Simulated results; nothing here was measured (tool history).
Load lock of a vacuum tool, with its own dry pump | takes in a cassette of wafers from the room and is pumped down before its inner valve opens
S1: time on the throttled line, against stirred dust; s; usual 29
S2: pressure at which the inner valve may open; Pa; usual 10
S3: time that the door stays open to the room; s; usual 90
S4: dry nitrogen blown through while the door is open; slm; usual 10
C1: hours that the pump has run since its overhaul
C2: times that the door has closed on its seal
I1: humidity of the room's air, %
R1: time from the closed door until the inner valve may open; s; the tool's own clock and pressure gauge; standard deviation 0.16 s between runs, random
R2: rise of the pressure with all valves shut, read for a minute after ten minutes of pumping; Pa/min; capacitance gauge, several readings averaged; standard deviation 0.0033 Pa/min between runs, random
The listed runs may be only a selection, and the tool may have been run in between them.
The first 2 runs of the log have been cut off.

{"run": 3, "day": 7.071, "S1": 29, "S2": 16, "S3": 90, "S4": 10, "C1": 17523, "C2": 13904, "I1": 45.6, "R1": 46.4, "R2": 0.157}
{"day": 10.396, "done": "dry pump taken out, an overhauled one fitted"}
{"run": 4, "day": 10.804, "S1": 29, "S2": 16, "S3": 90, "S4": 10, "C1": 10, "C2": 14171, "I1": 44.6, "R1": 44.3, "R2": 0.155}
{"run": 5, "day": 15.162, "S1": 29, "S2": 10, "S3": 90, "S4": 28, "C1": 114, "C2": 14504, "I1": 49.6, "R1": 45.4, "R2": 0.135}
{"run": 6, "day": 20.692, "S1": 29, "S2": 10, "S3": 90, "S4": 28, "C1": 247, "C2": 14926, "I1": 45.4, "R1": 45.2, "R2": 0.124}
{"run": 7, "day": 26.312, "S1": 29, "S2": 10, "S3": 90, "S4": 28, "C1": 382, "C2": 15356, "I1": 46.1, "R1": 45.5, "R2": 0.129}
{"run": 8, "day": 29.225, "S1": 29, "S2": 10, "S3": 90, "S4": 10, "C1": 452, "C2": 15578, "I1": 45.5, "R1": 45.7, "R2": 0.164}
{"run": 9, "day": 32.192, "S1": 29, "S2": 10, "S3": 90, "S4": 10, "C1": 523, "C2": 15805, "I1": 43.3, "R1": 45.7, "R2": 0.153}
{"run": 10, "day": 38.583, "S1": 29, "S2": 10, "S3": 217, "S4": 10, "C1": 676, "C2": 16294, "I1": 44.1, "R1": 45.3, "R2": 0.272}
{"run": 11, "day": 41.767, "S1": 29, "S2": 10, "S3": 217, "S4": 10, "C1": 753, "C2": 16537, "I1": 48.0, "R1": 45.7, "R2": 0.29}
{"run": 12, "day": 45.738, "S1": 29, "S2": 10, "S3": 217, "S4": 10, "C1": 848, "C2": 16840, "I1": 49.6, "R1": 45.4, "R2": 0.298}
{"run": 13, "day": 51.796, "S1": 29, "S2": 10, "S3": 217, "S4": 10, "C1": 994, "C2": 17303, "I1": 46.2, "R1": 46.0, "R2": 0.281}
{"run": 14, "day": 56.746, "S1": 29, "S2": 10, "S3": 217, "S4": 10, "C1": 1112, "C2": 17682, "I1": 47.1, "R1": 46.0, "R2": 0.285}
{"run": 15, "day": 63.488, "S1": 29, "S2": 10, "S3": 143, "S4": 10, "C1": 1274, "C2": 18197, "I1": 46.5, "R1": 45.6, "R2": 0.222}
{"run": 16, "day": 66.354, "S1": 20, "S2": 10, "S3": 177, "S4": 27, "C1": 1343, "C2": 18416, "I1": 41.6, "R1": 38.6, "R2": 0.19}
{"run": 17, "day": 72.879, "S1": 29, "S2": 13, "S3": 40, "S4": 21, "C1": 1500, "C2": 18914, "I1": 43.8, "R1": 45.0, "R2": 0.113}
{"run": 18, "day": 77.833, "S1": 29, "S2": 11, "S3": 115, "S4": 10, "C1": 1618, "C2": 19293, "I1": 45.5, "R1": 45.4, "R2": 0.207}
{"run": 19, "day": 82.842, "S1": 29, "S2": 11, "S3": 115, "S4": 10, "C1": 1739, "C2": 19676, "I1": 46.5, "R1": 45.9, "R2": 0.21}

Expected results for the next run?
{"run": 20, "day": 89.883, "S1": 39, "S2": 14, "S3": 90, "S4": 10, "C1": 1908, "C2": 20214, "I1": 44.0, "R1": "?", "R2": "?"}

For run 20 the tool returned R1 52.6 s, R2 0.178 Pa/min.
Were there no unlogged condition in the tool, this run, its random variation unchanged, would have produced R1 52.7 s, R2 0.121 Pa/min.

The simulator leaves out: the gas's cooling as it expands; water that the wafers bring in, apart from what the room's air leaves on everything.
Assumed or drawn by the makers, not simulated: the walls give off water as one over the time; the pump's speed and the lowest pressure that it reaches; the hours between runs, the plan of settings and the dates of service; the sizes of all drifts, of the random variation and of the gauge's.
